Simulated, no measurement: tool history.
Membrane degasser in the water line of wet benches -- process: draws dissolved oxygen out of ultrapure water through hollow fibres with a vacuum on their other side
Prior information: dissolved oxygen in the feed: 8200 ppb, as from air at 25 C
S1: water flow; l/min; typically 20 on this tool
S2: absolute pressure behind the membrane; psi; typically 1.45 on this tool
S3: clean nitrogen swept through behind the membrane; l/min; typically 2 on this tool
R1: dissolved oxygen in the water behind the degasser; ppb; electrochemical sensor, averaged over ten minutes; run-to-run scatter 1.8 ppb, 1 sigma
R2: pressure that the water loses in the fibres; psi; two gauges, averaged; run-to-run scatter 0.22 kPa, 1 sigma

run      day  S1    S2    S3     R1     R2
  1        0  20  1.45     2    172  7.519
  2    12.75  20  1.45     2  174.1  7.482
  3   21.108  20  1.45     2  170.6  7.538
  4   34.338  19  1.45     2  164.2  7.147
  5   45.246  19  1.45     2  162.8   7.11
  6   56.025  19  1.45     2  163.2  7.143
  7   62.525  20  1.45     2  174.7  7.494
  8   69.342  20  1.45     2  172.5  7.514
  9   82.608  20  1.45     2  173.3  7.542
 10   93.967  20  1.45     2  171.7   7.42
      99.204  -- seals of the vacuum lines changed
 11  105.192  20  1.45     2    172  7.474
 12  112.117  20  1.45  4.45   89.2  7.504
 13  123.675  20  1.45  4.45     90  7.468
     126.167  -- vacuum gauge calibrated
 14  134.338  20  1.45     2  171.4   7.42
 15  144.962  20  1.45  5.86   72.4  7.474
 16   153.75  14  0.88  4.42   28.1  5.195

Run 17 is up next; what results do you expect?
 17  162.038  25  3.34  3.85   ?   ?

{"run 17": {"R1": 320.3, "R2": 9.416}}
Had the tool carried no hidden state, the very same run would have given R1 320.2 ppb, R2 9.525 psi.

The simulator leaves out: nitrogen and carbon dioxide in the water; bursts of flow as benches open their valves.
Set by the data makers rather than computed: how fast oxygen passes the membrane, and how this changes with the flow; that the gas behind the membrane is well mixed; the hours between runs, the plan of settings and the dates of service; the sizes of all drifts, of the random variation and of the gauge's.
